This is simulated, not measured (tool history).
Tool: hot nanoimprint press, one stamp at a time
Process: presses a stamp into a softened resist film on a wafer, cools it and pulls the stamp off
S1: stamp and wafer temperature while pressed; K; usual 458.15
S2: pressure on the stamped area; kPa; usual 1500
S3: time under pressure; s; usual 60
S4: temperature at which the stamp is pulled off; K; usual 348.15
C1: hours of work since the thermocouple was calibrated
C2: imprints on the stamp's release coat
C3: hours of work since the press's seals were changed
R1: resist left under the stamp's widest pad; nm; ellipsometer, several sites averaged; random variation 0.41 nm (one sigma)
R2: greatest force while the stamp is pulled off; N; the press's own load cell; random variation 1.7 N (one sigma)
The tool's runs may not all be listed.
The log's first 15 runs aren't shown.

run,hour,S1,S2,S3,S4,C1,C2,C3,R1,R2
16,225.5,458.15,1500,60,348.15,64,103,299,375.1,205
17,247,458.15,1160,60,348.15,73,157,307,425.2,212
18,256.9,456.15,1300,33,335.15,77,182,311,497.3,243
19,269.2,458.15,1480,39,354.15,82,212,316,425.1,202
20,286.6,458.15,1480,39,354.15,89,256,324,426.1,202
21,304.4,453.15,1500,60,348.15,96,301,331,440.7,218
22,323.2,453.15,1500,60,348.15,104,347,338,440.1,226
23,341.3,453.15,1500,60,348.15,111,393,346,440.5,221
24,358.1,453.15,1500,60,348.15,118,435,353,439.9,228
25,378.3,466.15,1500,42,348.15,126,485,361,320.9,233
26,397.5,466.15,1500,42,348.15,134,533,369,319.9,229
27,414.8,455.15,1500,60,348.15,141,577,376,411.5,238
28,427.7,454.15,1500,60,348.15,147,609,381,423.8,239
29,448,466.15,1500,94,348.15,155,660,389,243.6,241
# hour 461.8: stamp cleaned and given a new release coat
30,464.9,466.15,1520,63,348.15,159,8,394,277.3,202
31,478.2,466.15,1520,63,348.15,165,41,399,277.3,204

Forecast each of these 3 alternatives for the next run:
A,500.5,459.15,1520,80,338.15,174,97,409,?,?
B,500.5,458.15,1120,73,342.15,174,97,409,?,?
C,500.5,466.15,960,82,348.15,174,97,409,?,?

run,R1,R2
A,326.4,228
B,406.3,218
C,330.1,208
Without the tool's hidden state the same runs would have given:
run,R1,R2
A,330.5,223
B,411.7,213
C,334.5,203
